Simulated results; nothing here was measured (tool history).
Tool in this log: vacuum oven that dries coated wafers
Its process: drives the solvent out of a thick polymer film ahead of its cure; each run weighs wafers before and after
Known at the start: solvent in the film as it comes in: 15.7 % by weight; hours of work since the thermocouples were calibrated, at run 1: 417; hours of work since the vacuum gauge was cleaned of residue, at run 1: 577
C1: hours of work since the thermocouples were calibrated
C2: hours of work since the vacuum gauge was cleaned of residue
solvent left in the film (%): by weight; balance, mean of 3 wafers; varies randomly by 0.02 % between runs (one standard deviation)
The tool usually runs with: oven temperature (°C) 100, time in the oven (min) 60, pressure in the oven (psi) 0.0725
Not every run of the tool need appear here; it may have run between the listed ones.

run 1 day=0 | oven_temperature_(°C)=100 time_in_the_oven_(min)=60 pressure_in_the_oven_(psi)=0.0725 | C1=417 C2=577 | solvent_left_in_the_film_(%)=2.69
run 2 day=2.95 | oven_temperature_(°C)=100 time_in_the_oven_(min)=39 pressure_in_the_oven_(psi)=0.0725 | C1=472 C2=631 | solvent_left_in_the_film_(%)=4.56
run 3 day=4.212 | oven_temperature_(°C)=100 time_in_the_oven_(min)=60 pressure_in_the_oven_(psi)=0.0725 | C1=495 C2=654 | solvent_left_in_the_film_(%)=2.68
run 4 day=7.179 | oven_temperature_(°C)=100 time_in_the_oven_(min)=60 pressure_in_the_oven_(psi)=0.0725 | C1=550 C2=709 | solvent_left_in_the_film_(%)=2.67
run 5 day=9.6 | oven_temperature_(°C)=100 time_in_the_oven_(min)=60 pressure_in_the_oven_(psi)=0.0725 | C1=594 C2=754 | solvent_left_in_the_film_(%)=2.67
run 6 day=12.383 | oven_temperature_(°C)=100 time_in_the_oven_(min)=60 pressure_in_the_oven_(psi)=0.0725 | C1=645 C2=805 | solvent_left_in_the_film_(%)=2.63
run 7 day=13.846 | oven_temperature_(°C)=100 time_in_the_oven_(min)=60 pressure_in_the_oven_(psi)=0.0725 | C1=672 C2=832 | solvent_left_in_the_film_(%)=2.64
run 8 day=15.833 | oven_temperature_(°C)=100 time_in_the_oven_(min)=60 pressure_in_the_oven_(psi)=0.0725 | C1=709 C2=868 | solvent_left_in_the_film_(%)=2.64
run 9 day=18.254 | oven_temperature_(°C)=100 time_in_the_oven_(min)=60 pressure_in_the_oven_(psi)=0.0725 | C1=754 C2=913 | solvent_left_in_the_film_(%)=2.61
run 10 day=20.679 | oven_temperature_(°C)=95 time_in_the_oven_(min)=60 pressure_in_the_oven_(psi)=0.0725 | C1=798 C2=958 | solvent_left_in_the_film_(%)=4
run 11 day=22.017 | oven_temperature_(°C)=95 time_in_the_oven_(min)=60 pressure_in_the_oven_(psi)=0.0725 | C1=823 C2=982 | solvent_left_in_the_film_(%)=4.02
run 12 day=24.954 | oven_temperature_(°C)=95 time_in_the_oven_(min)=60 pressure_in_the_oven_(psi)=0.0725 | C1=877 C2=1036 | solvent_left_in_the_film_(%)=4.01
run 13 day=26.242 | oven_temperature_(°C)=95 time_in_the_oven_(min)=60 pressure_in_the_oven_(psi)=0.0725 | C1=901 C2=1060 | solvent_left_in_the_film_(%)=3.97
run 14 day=27.921 | oven_temperature_(°C)=100 time_in_the_oven_(min)=60 pressure_in_the_oven_(psi)=0.0725 | C1=932 C2=1091 | solvent_left_in_the_film_(%)=2.58
run 15 day=30.529 | oven_temperature_(°C)=100 time_in_the_oven_(min)=60 pressure_in_the_oven_(psi)=0.0725 | C1=980 C2=1139 | solvent_left_in_the_film_(%)=2.57
run 16 day=32.925 | oven_temperature_(°C)=87 time_in_the_oven_(min)=90 pressure_in_the_oven_(psi)=0.0862 | C1=1024 C2=1183 | solvent_left_in_the_film_(%)=4.64
run 17 day=35.696 | oven_temperature_(°C)=88 time_in_the_oven_(min)=38 pressure_in_the_oven_(psi)=0.057 | C1=1075 C2=1234 | solvent_left_in_the_film_(%)=7.94
run 18 day=38.229 | oven_temperature_(°C)=87 time_in_the_oven_(min)=60 pressure_in_the_oven_(psi)=0.105 | C1=1121 C2=1281 | solvent_left_in_the_film_(%)=6.49
run 19 day=40.404 | oven_temperature_(°C)=100 time_in_the_oven_(min)=60 pressure_in_the_oven_(psi)=0.0441 | C1=1161 C2=1321 | solvent_left_in_the_film_(%)=2.44
run 20 day=41.85 | oven_temperature_(°C)=100 time_in_the_oven_(min)=60 pressure_in_the_oven_(psi)=0.0441 | C1=1188 C2=1348 | solvent_left_in_the_film_(%)=2.45
run 21 day=43.488 | oven_temperature_(°C)=85 time_in_the_oven_(min)=55 pressure_in_the_oven_(psi)=0.0725 | C1=1218 C2=1378 | solvent_left_in_the_film_(%)=7.38
run 22 day=45.083 | oven_temperature_(°C)=85 time_in_the_oven_(min)=55 pressure_in_the_oven_(psi)=0.0725 | C1=1248 C2=1407 | solvent_left_in_the_film_(%)=7.28
run 23 day=47.988 | oven_temperature_(°C)=100 time_in_the_oven_(min)=44 pressure_in_the_oven_(psi)=0.0986 | C1=1301 C2=1461 | solvent_left_in_the_film_(%)=3.82
run 24 day=50.688 | oven_temperature_(°C)=98 time_in_the_oven_(min)=39 pressure_in_the_oven_(psi)=0.0725 | C1=1351 C2=1510 | solvent_left_in_the_film_(%)=4.89
run 25 day=53.108 | oven_temperature_(°C)=98 time_in_the_oven_(min)=39 pressure_in_the_oven_(psi)=0.0725 | C1=1395 C2=1555 | solvent_left_in_the_film_(%)=4.87
-- day=55.004 oven's thermocouples calibrated
run 26 day=56.038 | oven_temperature_(°C)=97 time_in_the_oven_(min)=60 pressure_in_the_oven_(psi)=0.0973 | C1=19 C2=1607 | solvent_left_in_the_film_(%)=3.96
run 27 day=57.488 | oven_temperature_(°C)=93 time_in_the_oven_(min)=80 pressure_in_the_oven_(psi)=0.0973 | C1=46 C2=1634 | solvent_left_in_the_film_(%)=3.91
run 28 day=60.371 | oven_temperature_(°C)=93 time_in_the_oven_(min)=80 pressure_in_the_oven_(psi)=0.0973 | C1=99 C2=1687 | solvent_left_in_the_film_(%)=3.91
run 29 day=62.108 | oven_temperature_(°C)=93 time_in_the_oven_(min)=80 pressure_in_the_oven_(psi)=0.0973 | C1=131 C2=1719 | solvent_left_in_the_film_(%)=3.88

Consider 3 possible next runs. They are alternatives, not a sequence: every one starts from the tool as it was left by run 29. What does each give?
run A day=63.575 | oven_temperature_(°C)=110 time_in_the_oven_(min)=87 pressure_in_the_oven_(psi)=0.1069 | C1=158 C2=1746 | solvent_left_in_the_film_(%)=?
run B day=63.575 | oven_temperature_(°C)=112 time_in_the_oven_(min)=80 pressure_in_the_oven_(psi)=0.0973 | C1=158 C2=1746 | solvent_left_in_the_film_(%)=?
run C day=63.575 | oven_temperature_(°C)=102 time_in_the_oven_(min)=80 pressure_in_the_oven_(psi)=0.0973 | C1=158 C2=1746 | solvent_left_in_the_film_(%)=?

run=A solvent_left_in_the_film_(%)=0.6
run=B solvent_left_in_the_film_(%)=0.53
run=C solvent_left_in_the_film_(%)=1.65
The same runs, with their run-to-run variation unchanged, on a tool lacking any hidden condition would have given:
run=A solvent_left_in_the_film_(%)=0.42
run=B solvent_left_in_the_film_(%)=0.37
run=C solvent_left_in_the_film_(%)=1.43
